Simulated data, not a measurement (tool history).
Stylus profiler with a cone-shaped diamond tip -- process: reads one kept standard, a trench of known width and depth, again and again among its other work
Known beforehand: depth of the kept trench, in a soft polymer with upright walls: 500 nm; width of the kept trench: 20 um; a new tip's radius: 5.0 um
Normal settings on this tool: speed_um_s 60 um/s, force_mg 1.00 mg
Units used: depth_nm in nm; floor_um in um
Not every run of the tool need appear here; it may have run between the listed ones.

Run 1, hour 0.0: usual settings. Result: depth_nm 503.10 nm, floor_um 14.08 um.
Run 2, hour 131.1: usual settings. Result: depth_nm 503.33 nm, floor_um 14.10 um.
Run 3, hour 220.9: usual settings but force_mg 0.90 mg. Result: depth_nm 503.42 nm, floor_um 14.01 um.
Run 4, hour 282.0: usual settings. Result: depth_nm 503.45 nm, floor_um 13.92 um.
Run 5, hour 383.8: usual settings but force_mg 2.68 mg. Result: depth_nm 505.98 nm, floor_um 14.18 um.
Run 6, hour 456.0: usual settings but force_mg 2.68 mg. Result: depth_nm 506.00 nm, floor_um 14.13 um.
Run 7, hour 566.6: usual settings. Result: depth_nm 503.56 nm, floor_um 13.78 um.
Run 8, hour 665.0: usual settings. Result: depth_nm 503.86 nm, floor_um 13.78 um.
Run 9, hour 724.2: usual settings but speed_um_s 33 um/s. Result: depth_nm 503.73 nm, floor_um 14.01 um.
Run 10, hour 801.4: usual settings but speed_um_s 33 um/s. Result: depth_nm 503.64 nm, floor_um 13.92 um.
Run 11, hour 933.3: usual settings but speed_um_s 36 um/s. Result: depth_nm 503.58 nm, floor_um 13.84 um.
Run 12, hour 1006.7: usual settings but speed_um_s 80 um/s. Result: depth_nm 503.99 nm, floor_um 13.37 um.
Run 13, hour 1072.7: usual settings but speed_um_s 80 um/s. Result: depth_nm 503.77 nm, floor_um 13.39 um.
Run 14, hour 1170.1: usual settings. Result: depth_nm 503.79 nm, floor_um 13.50 um.
Run 15, hour 1306.6: usual settings. Result: depth_nm 503.92 nm, floor_um 13.46 um.
Run 16, hour 1404.8: usual settings. Result: depth_nm 504.15 nm, floor_um 13.35 um.
Run 17, hour 1470.9: usual settings but force_mg 0.33 mg. Result: depth_nm 502.49 nm, floor_um 12.88 um.
Run 18, hour 1570.2: usual settings but speed_um_s 186 um/s. Result: depth_nm 503.92 nm, floor_um 12.03 um.
Run 19, hour 1671.0: usual settings but speed_um_s 186 um/s. Result: depth_nm 504.09 nm, floor_um 12.01 um.
At hour 1678.1: height scale calibrated on a step standard.
Run 20, hour 1771.8: usual settings but speed_um_s 186 um/s. Result: depth_nm 505.30 nm, floor_um 11.96 um.
Run 21, hour 1863.9: usual settings but speed_um_s 64 um/s. Result: depth_nm 505.23 nm, floor_um 13.10 um.
Run 22, hour 1948.0: usual settings but speed_um_s 146 um/s. Result: depth_nm 505.29 nm, floor_um 12.22 um.
Run 23, hour 2082.3: usual settings but speed_um_s 146 um/s. Result: depth_nm 505.48 nm, floor_um 12.17 um.
Run 24, hour 2213.9: usual settings but speed_um_s 136 um/s, force_mg 0.54 mg. Result: depth_nm 504.76 nm, floor_um 11.72 um.
At hour 2302.8: height scale calibrated on a step standard, once more.
At hour 2324.2: new tip fitted, height scale calibrated.
Run 25, hour 2336.1: usual settings but speed_um_s 62 um/s, force_mg 1.36 mg. Result: depth_nm 503.13 nm, floor_um 15.06 um.
Run 26, hour 2401.1: usual settings but speed_um_s 25 um/s, force_mg 1.71 mg. Result: depth_nm 504.05 nm, floor_um 15.35 um.
Run 27, hour 2488.6: usual settings but speed_um_s 26 um/s, force_mg 2.15 mg. Result: depth_nm 504.68 nm, floor_um 15.28 um.
Run 28, hour 2578.8: usual settings but speed_um_s 16 um/s, force_mg 1.95 mg. Result: depth_nm 504.39 nm, floor_um 15.23 um.
Run 29, hour 2698.8: usual settings but speed_um_s 17 um/s, force_mg 0.34 mg. Result: depth_nm 501.41 nm, floor_um 14.98 um.
Run 30, hour 2774.6: usual settings but speed_um_s 75 um/s, force_mg 0.65 mg. Result: depth_nm 502.09 nm, floor_um 14.34 um.
Run 31, hour 2833.4: usual settings but speed_um_s 115 um/s, force_mg 0.90 mg. Result: depth_nm 502.74 nm, floor_um 14.01 um.
Run 32, hour 2937.2: usual settings but speed_um_s 115 um/s, force_mg 0.90 mg. Result: depth_nm 502.91 nm, floor_um 13.97 um.
Run 33, hour 3051.3: usual settings but speed_um_s 114 um/s. Result: depth_nm 503.36 nm, floor_um 13.97 um.
Run 34, hour 3165.5: usual settings but speed_um_s 31 um/s, force_mg 0.74 mg. Result: depth_nm 502.87 nm, floor_um 14.68 um.
Run 35, hour 3272.4: usual settings but speed_um_s 71 um/s, force_mg 1.38 mg. Result: depth_nm 504.06 nm, floor_um 14.36 um.
Run 36, hour 3335.3: usual settings but speed_um_s 71 um/s, force_mg 1.38 mg. Result: depth_nm 503.99 nm, floor_um 14.36 um.
Run 37, hour 3412.0: usual settings but speed_um_s 69 um/s, force_mg 0.48 mg. Result: depth_nm 502.39 nm, floor_um 13.92 um.
Run 38, hour 3501.5: usual settings but speed_um_s 45 um/s, force_mg 2.32 mg. Result: depth_nm 505.51 nm, floor_um 14.51 um.
Run 39, hour 3575.1: usual settings but speed_um_s 45 um/s, force_mg 2.32 mg. Result: depth_nm 505.33 nm, floor_um 14.44 um.
Run 40, hour 3657.9: usual settings but force_mg 0.50 mg. Result: depth_nm 502.42 nm, floor_um 13.88 um.
Run 41, hour 3715.9: usual settings but speed_um_s 169 um/s, force_mg 0.99 mg. Result: depth_nm 503.59 nm, floor_um 12.96 um.
Run 42, hour 3787.3: usual settings but speed_um_s 209 um/s, force_mg 1.83 mg. Result: depth_nm 504.86 nm, floor_um 13.17 um.
Run 43, hour 3880.4: usual settings but speed_um_s 24 um/s, force_mg 0.78 mg. Result: depth_nm 503.15 nm, floor_um 14.31 um.
Run 44, hour 4016.1: usual settings but speed_um_s 24 um/s, force_mg 0.78 mg. Result: depth_nm 503.17 nm, floor_um 14.25 um.
Run 45, hour 4097.4: usual settings but speed_um_s 24 um/s, force_mg 0.78 mg. Result: depth_nm 503.31 nm, floor_um 14.21 um.
Run 46, hour 4153.1: usual settings but speed_um_s 185 um/s. Result: depth_nm 503.77 nm, floor_um 12.60 um.

A few steps of depth_nm between consecutive runs. Split each: what settings, incoming material and random variation would produce without the hidden state, and what is left over for the hidden state, along with gauge scatter present in only one of the two compared results (measured, and without hidden state):
Hidden state present: radius of the tip, um; height scale over the true one, %; drift of the gauge itself on depth_nm, %; drift of the gauge itself on floor_um, %.
Run 19 -> 20: height scale calibrated on a step standard. depth_nm +1.21 nm: hidden state +1.00, all else +0.21.
Run 22 -> 23: settings left as they were, no log entry in between. depth_nm +0.19 nm: hidden state +0.09, all else +0.10.
Run 24 -> 25: speed_um_s 136 -> 62, force_mg 0.54 -> 1.36, height scale calibrated on a step standard, once more, new tip fitted, height scale calibrated. depth_nm -1.63 nm: hidden state -2.78, all else +1.15.
Run 28 -> 29: speed_um_s 16 -> 17, force_mg 1.95 -> 0.34. depth_nm -2.98 nm: hidden state +0.06, all else -3.04.
Run 37 -> 38: speed_um_s 69 -> 45, force_mg 0.48 -> 2.32. depth_nm +3.12 nm: hidden state +0.06, all else +3.06.
Run 39 -> 40: speed_um_s 45 -> 60, force_mg 2.32 -> 0.50. depth_nm -2.91 nm: hidden state +0.05, all else -2.96.

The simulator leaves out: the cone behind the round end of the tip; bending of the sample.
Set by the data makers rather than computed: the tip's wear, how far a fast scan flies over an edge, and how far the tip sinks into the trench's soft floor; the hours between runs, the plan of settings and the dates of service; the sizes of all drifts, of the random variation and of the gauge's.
